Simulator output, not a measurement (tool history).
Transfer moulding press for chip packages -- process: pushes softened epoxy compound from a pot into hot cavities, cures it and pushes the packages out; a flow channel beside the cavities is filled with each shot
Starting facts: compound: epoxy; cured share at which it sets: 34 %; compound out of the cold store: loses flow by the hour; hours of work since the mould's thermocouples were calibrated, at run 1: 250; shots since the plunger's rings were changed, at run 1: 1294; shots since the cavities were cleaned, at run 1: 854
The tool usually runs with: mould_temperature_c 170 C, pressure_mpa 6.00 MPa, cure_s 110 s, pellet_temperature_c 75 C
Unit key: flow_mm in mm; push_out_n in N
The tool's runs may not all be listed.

| run | hour | mould_temperature_c | pressure_mpa | cure_s | pellet_temperature_c | hours of work since the mould's thermocouples were calibrated | shots since the plunger's rings were changed | shots since the cavities were cleaned | incoming compound's hours out of the cold store | flow_mm | push_out_n |
|---|---|---|---|---|---|---|---|---|---|---|---|
| 1 | 0.0 | 170 | 6.00 | 110 | 75 | 250 | 1294 | 854 | 14.0 | 502 | 556 |
|  | 5.5 | cavities cleaned with cleaning compound and waxed |
| 2 | 25.9 | 167 | 6.00 | 110 | 75 | 267 | 1546 | 210 | 13.4 | 512 | 531 |
| 3 | 54.4 | 170 | 6.67 | 110 | 75 | 286 | 1839 | 503 | 27.4 | 510 | 538 |
| 4 | 75.4 | 170 | 6.67 | 110 | 75 | 300 | 2055 | 719 | 12.9 | 527 | 556 |
|  | 92.5 | mould's thermocouples calibrated |
|  | 96.5 | cavities cleaned with cleaning compound and waxed |
| 5 | 107.2 | 170 | 6.67 | 110 | 75 | 9 | 2346 | 110 | 14.0 | 527 | 381 |
| 6 | 137.9 | 170 | 6.00 | 102 | 75 | 29 | 2663 | 427 | 44.1 | 453 | 566 |
| 7 | 169.6 | 170 | 6.00 | 110 | 70 | 51 | 2989 | 753 | 41.0 | 446 | 565 |
|  | 183.6 | cavities cleaned with cleaning compound and waxed |
| 8 | 198.0 | 170 | 6.00 | 110 | 70 | 69 | 3265 | 147 | 12.3 | 488 | 417 |
| 9 | 216.8 | 170 | 6.00 | 110 | 70 | 81 | 3460 | 342 | 36.1 | 448 | 508 |
|  | 229.8 | plunger's sealing rings changed |
| 10 | 257.5 | 170 | 6.00 | 110 | 70 | 107 | 286 | 735 | 28.4 | 485 | 570 |
|  | 274.6 | cavities cleaned with cleaning compound and waxed |
| 11 | 290.8 | 170 | 6.00 | 106 | 75 | 128 | 613 | 167 | 16.5 | 511 | 432 |
| 12 | 326.6 | 170 | 4.96 | 106 | 75 | 152 | 982 | 536 | 16.0 | 461 | 571 |
|  | 364.5 | cavities cleaned with cleaning compound and waxed |
| 13 | 368.6 | 170 | 5.72 | 101 | 75 | 179 | 1399 | 42 | 45.3 | 450 | 366 |
| 14 | 394.8 | 170 | 5.72 | 101 | 75 | 197 | 1668 | 311 | 11.2 | 489 | 528 |
| 15 | 419.8 | 175 | 6.98 | 149 | 65 | 214 | 1926 | 569 | 25.6 | 510 | 469 |
| 16 | 442.6 | 168 | 4.97 | 141 | 71 | 229 | 2161 | 804 | 20.1 | 446 | 513 |
|  | 452.5 | cavities cleaned with cleaning compound and waxed |
| 17 | 483.0 | 167 | 6.25 | 122 | 81 | 255 | 2561 | 314 | 40.1 | 469 | 459 |
| 18 | 507.9 | 167 | 6.25 | 122 | 81 | 272 | 2817 | 570 | 35.3 | 464 | 543 |
|  | 539.9 | cavities cleaned with cleaning compound and waxed |
| 19 | 544.9 | 170 | 6.00 | 147 | 75 | 296 | 3182 | 51 | 25.8 | 469 | 291 |
| 20 | 563.3 | 170 | 6.00 | 104 | 75 | 308 | 3372 | 241 | 18.2 | 473 | 499 |
|  | 569.9 | mould's thermocouples calibrated |
|  | 587.0 | plunger's sealing rings changed |
| 21 | 589.0 | 175 | 6.00 | 110 | 77 | 11 | 20 | 459 | 28.4 | 491 | 473 |
| 22 | 615.4 | 174 | 6.00 | 110 | 81 | 29 | 292 | 731 | 42.0 | 470 | 513 |
|  | 632.8 | cavities cleaned with cleaning compound and waxed |
| 23 | 657.8 | 170 | 6.50 | 136 | 75 | 56 | 713 | 257 | 40.0 | 497 | 415 |
| 24 | 684.0 | 162 | 6.50 | 136 | 75 | 74 | 983 | 527 | 43.9 | 503 | 558 |

For some of the steps in flow_mm from one run to the next: how much would appear even if the tool had no hidden state, given the settings, what came in and random variation, and how much remains for the hidden state plus any gauge scatter that the measured result and the result without hidden state don't share?
Unlogged tool condition in this case: true mould temperature over the reading, C; pressure that reaches the compound, % of what is set; grip of the stained cavities, % over clean ones'; drift of the gauge itself on flow_mm, %; drift of the gauge itself on push_out_n, %.
Run 5 -> 6: pressure_mpa 6.67 -> 6.00, cure_s 110 -> 102. flow_mm -74 mm: hidden state +0, all else -74.
Run 9 -> 10: plunger's sealing rings changed. flow_mm +37 mm: hidden state +28, all else +9.
Run 15 -> 16: mould_temperature_c 175 -> 168, pressure_mpa 6.98 -> 4.97, cure_s 149 -> 141, pellet_temperature_c 65 -> 71. flow_mm -64 mm: hidden state +1, all else -65.
Run 20 -> 21: mould_temperature_c 170 -> 175, cure_s 104 -> 110, pellet_temperature_c 75 -> 77, mould's thermocouples calibrated, plunger's sealing rings changed. flow_mm +18 mm: hidden state +32, all else -14.
